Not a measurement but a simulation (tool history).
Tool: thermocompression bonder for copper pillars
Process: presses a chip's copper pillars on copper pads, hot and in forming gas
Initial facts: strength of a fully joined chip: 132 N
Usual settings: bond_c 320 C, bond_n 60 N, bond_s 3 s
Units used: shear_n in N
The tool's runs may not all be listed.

run,hour,bond_c,bond_n,bond_s,shear_n
1,0.0,320,60,3,74.3
2,75.8,320,60,3,73.3
3,168.4,320,60,3,74.1
4,264.5,320,60,3,73.6
5,354.0,320,60,4,82.0
6,402.7,320,75,4,98.6
7,490.7,320,75,4,96.8
8,586.3,320,75,4,96.5
# hour 600.1: forming gas filter changed
9,633.0,299,39,6,50.4
10,708.6,314,37,2,37.7
11,800.8,314,37,2,38.3
# hour 811.4: heater calibrated with a thermocouple chip
12,887.1,324,45,3,65.4
13,970.6,324,45,3,68.5
14,1054.6,303,60,3,70.0
15,1151.6,291,60,3,61.3

Below are 3 alternative next runs, each starting from the tool's condition after run 15. Predict each:
# hour 1204.0: forming gas filter changed
A,1229.3,320,70,8,?
# hour 1204.0: forming gas filter changed
B,1229.3,318,81,6,?
# hour 1204.0: forming gas filter changed
C,1229.3,291,60,4,?

run,shear_n
A,115.7
B,118.8
C,70.3
With no hidden state in the tool, these same runs would have given:
run,shear_n
A,102.6
B,105.8
C,53.4
